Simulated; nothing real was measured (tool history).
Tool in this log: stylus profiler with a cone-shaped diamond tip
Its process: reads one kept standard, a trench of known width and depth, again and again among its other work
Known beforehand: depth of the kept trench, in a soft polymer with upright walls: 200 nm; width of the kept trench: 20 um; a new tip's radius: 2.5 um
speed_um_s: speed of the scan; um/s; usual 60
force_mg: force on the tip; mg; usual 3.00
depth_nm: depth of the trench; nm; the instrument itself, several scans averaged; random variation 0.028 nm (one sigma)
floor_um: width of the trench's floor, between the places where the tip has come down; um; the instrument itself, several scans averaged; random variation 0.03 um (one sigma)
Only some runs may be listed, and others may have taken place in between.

run   hour  speed_um_s  force_mg  depth_nm  floor_um
  1    0.0          60      3.00    202.51     17.62
  2   58.0          60      1.02    201.35     17.33
  3  114.4         216      3.00    202.54     16.75
  4  154.2          60      3.00    202.55     17.53
  5  195.4          60      3.00    202.52     17.53
  6  249.0          60      7.42    204.50     17.65
  7  302.8          50      5.56    203.76     17.64
  8  363.2          54      3.75    202.98     17.64
  9  391.3          59      2.77    202.43     17.50
 10  446.5         106      1.06    201.40     16.91
 11  478.5         106      1.06    201.40     16.88

Forecast each of these 5 alternatives for the next run:
  A  531.3         209      8.66         ?         ?
  B  531.3          16      8.83         ?         ?
  C  531.3         133      1.12         ?         ?
  D  531.3          22      1.19         ?         ?
  E  531.3          70      6.23         ?         ?

run  depth_nm  floor_um
  A    204.99     17.14
  B    205.00     17.73
  C    201.41     16.74
  D    201.51     17.66
  E    204.02     17.54
With no hidden state in the tool, these same runs would have given:
run  depth_nm  floor_um
  A    204.70     17.38
  B    204.71     17.97
  C    201.12     16.98
  D    201.22     17.90
  E    203.73     17.78
